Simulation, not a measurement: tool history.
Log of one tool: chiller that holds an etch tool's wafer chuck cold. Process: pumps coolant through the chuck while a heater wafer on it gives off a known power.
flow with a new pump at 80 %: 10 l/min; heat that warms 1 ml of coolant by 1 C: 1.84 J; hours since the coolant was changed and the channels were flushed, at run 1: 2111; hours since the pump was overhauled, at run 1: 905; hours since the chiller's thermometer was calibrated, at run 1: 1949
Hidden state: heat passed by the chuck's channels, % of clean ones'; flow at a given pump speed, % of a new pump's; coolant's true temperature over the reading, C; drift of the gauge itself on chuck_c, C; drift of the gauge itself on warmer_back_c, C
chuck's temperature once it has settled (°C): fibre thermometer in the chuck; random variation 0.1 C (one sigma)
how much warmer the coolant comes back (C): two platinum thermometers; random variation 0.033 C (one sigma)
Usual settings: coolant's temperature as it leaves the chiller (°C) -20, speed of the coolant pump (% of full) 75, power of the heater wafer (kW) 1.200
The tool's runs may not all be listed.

run	hour	coolant's temperature as it leaves the chiller (°C)	speed of the coolant pump (% of full)	power of the heater wafer (kW)	hours since the coolant was changed and the channels were flushed	hours since the pump was overhauled	hours since the chiller's thermometer was calibrated	chuck's temperature once it has settled (°C)	how much warmer the coolant comes back (C)
1	0.0	-20	75	1.200	2111	905	1949	-7.4	4.32
2	22.1	-20	75	1.424	2133	927	1971	-5.2	5.13
3	63.5	-17	75	1.424	2175	969	2012	-2.1	5.10
4	81.2	-17	75	1.424	2192	986	2030	-2.1	5.19
5	109.3	-17	75	1.424	2220	1015	2058	-2.0	5.04
6	142.4	-17	75	1.424	2254	1048	2091	-2.1	5.18
7	178.5	-17	75	1.424	2290	1084	2127	-2.0	5.14
8	195.9	-20	91	1.200	2307	1101	2145	-9.2	3.54
9	213.4	-20	91	1.200	2324	1119	2162	-9.3	3.50
10	237.0	-17	75	1.200	2348	1142	2186	-4.4	4.33
11	272.5	-20	95	1.200	2384	1178	2221	-9.5	3.37
12	307.9	-20	95	1.205	2419	1213	2257	-9.5	3.40
13	335.3	-12	75	1.200	2446	1241	2284	0.7	4.40
14	360.6	-20	75	1.200	2472	1266	2309	-7.3	4.32
15	382.7	-20	75	1.200	2494	1288	2331	-7.4	4.36
16	399.8	-20	75	1.200	2511	1305	2348	-7.3	4.38
17	423.4	-20	75	0.752	2535	1329	2372	-12.1	2.78
18	447.8	-20	84	0.622	2559	1353	2397	-14.4	1.98
19	465.0	-20	84	0.622	2576	1370	2414	-14.4	1.97
20	491.2	-23	98	0.947	2602	1396	2440	-15.0	2.54
21	529.4	-14	75	1.200	2640	1435	2478	-1.1	4.38
22	546.7	-14	75	1.200	2658	1452	2495	-1.1	4.41
23	585.0	-12	63	1.769	2696	1490	2534	10.1	7.84
24	602.2	-20	75	0.785	2713	1507	2551	-11.8	2.93
25	640.0	-10	93	1.615	2751	1545	2589	4.9	4.65
26	675.9	-24	75	1.200	2787	1581	2625	-11.0	4.47
27	698.1	-28	98	1.531	2809	1603	2647	-14.3	4.21
28	733.0	-12	97	1.200	2844	1638	2682	-1.3	3.30
# hour 758.2: coolant changed, channels flushed
29	760.5	-12	97	1.200	2	1660	2703	-2.8	3.24
30	800.5	-27	87	1.200	42	1700	2743	-17.2	3.74
31	830.8	-20	99	1.200	73	1730	2773	-11.0	3.23

Forecast each of these 4 alternatives for the next run:
A	870.6	-24	75	1.200	112	1770	2813	?	?
B	870.6	-19	87	1.200	112	1770	2813	?	?
C	870.6	-20	88	1.454	112	1770	2813	?	?
D	870.6	-20	96	0.903	112	1770	2813	?	?

run	chuck's temperature once it has settled (°C)	how much warmer the coolant comes back (C)
A	-12.7	4.42
B	-9.2	3.75
C	-8.0	4.48
D	-13.1	2.55
Without the tool's hidden state the same runs would have given:
run	chuck's temperature once it has settled (°C)	how much warmer the coolant comes back (C)
A	-12.5	4.18
B	-8.9	3.55
C	-7.8	4.24
D	-12.7	2.41
